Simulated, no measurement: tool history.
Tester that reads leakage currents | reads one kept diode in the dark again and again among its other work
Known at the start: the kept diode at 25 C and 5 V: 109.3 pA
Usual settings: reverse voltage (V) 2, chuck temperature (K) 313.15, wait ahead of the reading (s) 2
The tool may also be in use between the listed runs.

| run | hour | reverse voltage (V) | chuck temperature (K) | wait ahead of the reading (s) | current that the tester gives (pA) |
|---|---|---|---|---|---|
| 1 | 0.0 | 2 | 313.15 | 2 | 192.46 |
| 2 | 16.8 | 2 | 313.15 | 2 | 193.15 |
| 3 | 48.6 | 2 | 313.15 | 2 | 192.94 |
| 4 | 64.1 | 2 | 313.15 | 2 | 191.58 |
| 5 | 85.6 | 2 | 313.15 | 2 | 192.72 |
| 6 | 104.7 | 2 | 313.15 | 2 | 192.42 |
| 7 | 138.2 | 2 | 313.15 | 2 | 192.89 |

The next listed run, before its measurement:
|  | 151.6 | chuck's temperature calibrated |
| 8 | 159.8 | 2 | 313.15 | 2 | ? |

Run 8 gave current that the tester gives (pA) 206.42.
Without the tool's hidden state the same run would have given current that the tester gives (pA) 206.96.
